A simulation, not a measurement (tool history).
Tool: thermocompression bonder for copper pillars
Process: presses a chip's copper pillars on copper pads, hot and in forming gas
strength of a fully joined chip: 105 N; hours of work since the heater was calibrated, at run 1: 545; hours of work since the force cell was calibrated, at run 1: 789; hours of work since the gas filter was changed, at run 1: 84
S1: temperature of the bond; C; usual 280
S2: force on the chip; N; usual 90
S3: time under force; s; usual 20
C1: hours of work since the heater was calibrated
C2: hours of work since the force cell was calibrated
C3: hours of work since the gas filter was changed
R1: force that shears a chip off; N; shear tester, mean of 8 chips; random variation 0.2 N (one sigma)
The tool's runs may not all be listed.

Run 1, day 0.000: usual settings; C1 545; C2 789; C3 84. Result: R1 59.1 N.
Run 2, day 1.446: usual settings but S2 78 N; C1 568; C2 811; C3 107. Result: R1 55.0 N.
Run 3, day 3.638: usual settings but S2 78 N; C1 602; C2 845; C3 141. Result: R1 54.6 N.
At day 4.012: heater calibrated with a thermocouple chip.
Run 4, day 5.475: usual settings but S2 78 N; C1 23; C2 872; C3 168. Result: R1 50.4 N.
Run 5, day 6.733: usual settings but S2 70 N; C1 42; C2 892; C3 187. Result: R1 47.9 N.
Run 6, day 9.575: usual settings but S2 70 N; C1 86; C2 935; C3 231. Result: R1 47.1 N.
At day 11.771: forming gas filter changed.
Run 7, day 12.088: usual settings but S2 56 N; C1 124; C2 974; C3 5. Result: R1 44.8 N.
Run 8, day 14.162: usual settings; C1 156; C2 1006; C3 37. Result: R1 57.3 N.
Run 9, day 16.321: usual settings; C1 190; C2 1039; C3 70. Result: R1 57.1 N.
Run 10, day 18.762: usual settings; C1 227; C2 1077; C3 108. Result: R1 56.7 N.
Run 11, day 21.354: usual settings; C1 267; C2 1117; C3 148. Result: R1 56.6 N.
Run 12, day 23.158: usual settings; C1 295; C2 1145; C3 176. Result: R1 56.0 N.
Run 13, day 24.358: usual settings; C1 314; C2 1163; C3 194. Result: R1 56.3 N.
Run 14, day 26.488: usual settings; C1 347; C2 1196; C3 227. Result: R1 55.8 N.
At day 28.850: forming gas filter changed.
Run 15, day 28.875: usual settings but S3 14 s; C1 383; C2 1233; C3 0. Result: R1 53.3 N.
Run 16, day 30.421: usual settings; C1 407; C2 1257; C3 24. Result: R1 59.8 N.
Run 17, day 33.021: usual settings; C1 447; C2 1297; C3 64. Result: R1 59.4 N.
Run 18, day 35.025: usual settings but S2 80 N; C1 478; C2 1328; C3 95. Result: R1 55.8 N.
Run 19, day 37.308: usual settings but S2 80 N; C1 513; C2 1363; C3 131. Result: R1 55.7 N.
Run 20, day 39.271: usual settings but S2 86 N; C1 544; C2 1393; C3 161. Result: R1 57.0 N.
Run 21, day 41.042: usual settings but S1 274 C, S3 10 s; C1 571; C2 1421; C3 188. Result: R1 43.3 N.
Run 22, day 42.321: usual settings but S1 309 C, S2 71 N, S3 19 s; C1 591; C2 1440; C3 208. Result: R1 64.8 N.
At day 43.371: heater calibrated with a thermocouple chip.
Run 23, day 44.783: usual settings but S1 309 C, S2 71 N, S3 19 s; C1 22; C2 1477; C3 245. Result: R1 60.5 N.
At day 46.050: forming gas filter changed.
Run 24, day 46.521: usual settings but S2 79 N, S3 43 s; C1 48; C2 1504; C3 7. Result: R1 68.3 N.
Run 25, day 47.846: usual settings but S1 262 C, S2 107 N, S3 47 s; C1 69; C2 1524; C3 28. Result: R1 68.3 N.
Run 26, day 49.258: usual settings but S1 262 C, S2 81 N, S3 44 s; C1 91; C2 1546; C3 50. Result: R1 59.0 N.
Run 27, day 52.000: usual settings but S1 252 C, S3 36 s; C1 133; C2 1588; C3 92. Result: R1 52.1 N.
Run 28, day 54.179: usual settings but S1 252 C, S3 36 s; C1 167; C2 1622; C3 126. Result: R1 51.6 N.
Run 29, day 55.562: usual settings but S1 252 C, S3 36 s; C1 188; C2 1643; C3 147. Result: R1 51.4 N.
Run 30, day 56.821: usual settings but S2 132 N; C1 207; C2 1663; C3 166. Result: R1 66.8 N.
At day 57.917: force cell calibrated.
Run 31, day 59.362: usual settings but S1 301 C, S2 61 N, S3 16 s; C1 246; C2 22; C3 205. Result: R1 49.6 N.
Run 32, day 61.075: usual settings but S1 301 C, S2 61 N, S3 16 s; C1 272; C2 49; C3 231. Result: R1 49.4 N.
Run 33, day 63.033: usual settings but S1 301 C, S2 61 N, S3 16 s; C1 302; C2 79; C3 261. Result: R1 49.2 N.
At day 63.258: forming gas filter changed.
Run 34, day 64.571: usual settings but S1 276 C, S2 95 N, S3 16 s; C1 326; C2 102; C3 20. Result: R1 52.4 N.
Run 35, day 67.079: usual settings but S1 276 C, S2 95 N, S3 16 s; C1 364; C2 141; C3 59. Result: R1 52.2 N.
Run 36, day 69.662: usual settings but S1 276 C, S2 95 N, S3 16 s; C1 404; C2 181; C3 99. Result: R1 52.0 N.
Run 37, day 71.483: usual settings but S1 293 C, S2 79 N, S3 16 s; C1 432; C2 209; C3 127. Result: R1 55.3 N.
Run 38, day 74.329: usual settings but S1 291 C, S2 96 N, S3 16 s; C1 476; C2 253; C3 171. Result: R1 58.9 N.
Run 39, day 75.817: usual settings but S1 302 C, S2 76 N, S3 55 s; C1 499; C2 276; C3 194. Result: R1 79.6 N.

Some steps in R1 between neighbouring runs. How much of each would the tool show without its hidden state too (settings, what came in, random variation), and how much is left for the hidden state, with any gauge scatter that isn't in both results?
The hidden state here: true temperature of the bond over the reading, C; force that reaches the chip, % of what is set; oxide that the forming gas leaves, % of the face; drift of the gauge itself on shear_n, %.
Run 3 -> 4: heater calibrated with a thermocouple chip. R1 -4.2 N: hidden state -4.1, all else -0.1.
Run 21 -> 22: S1 274 -> 309, S2 90 -> 71, S3 10 -> 19. R1 +21.5 N: hidden state -1.1, all else +22.6.
Run 22 -> 23: heater calibrated with a thermocouple chip. R1 -4.3 N: hidden state -4.3, all else +0.0.
Run 23 -> 24: S1 309 -> 280, S2 71 -> 79, S3 19 -> 43, forming gas filter changed. R1 +7.8 N: hidden state +5.0, all else +2.8.
Run 30 -> 31: S1 280 -> 301, S2 132 -> 61, S3 20 -> 16, force cell calibrated. R1 -17.2 N: hidden state -2.3, all else -14.9.
Run 38 -> 39: S1 291 -> 302, S2 96 -> 76, S3 16 -> 55. R1 +20.7 N: hidden state -1.9, all else +22.6.
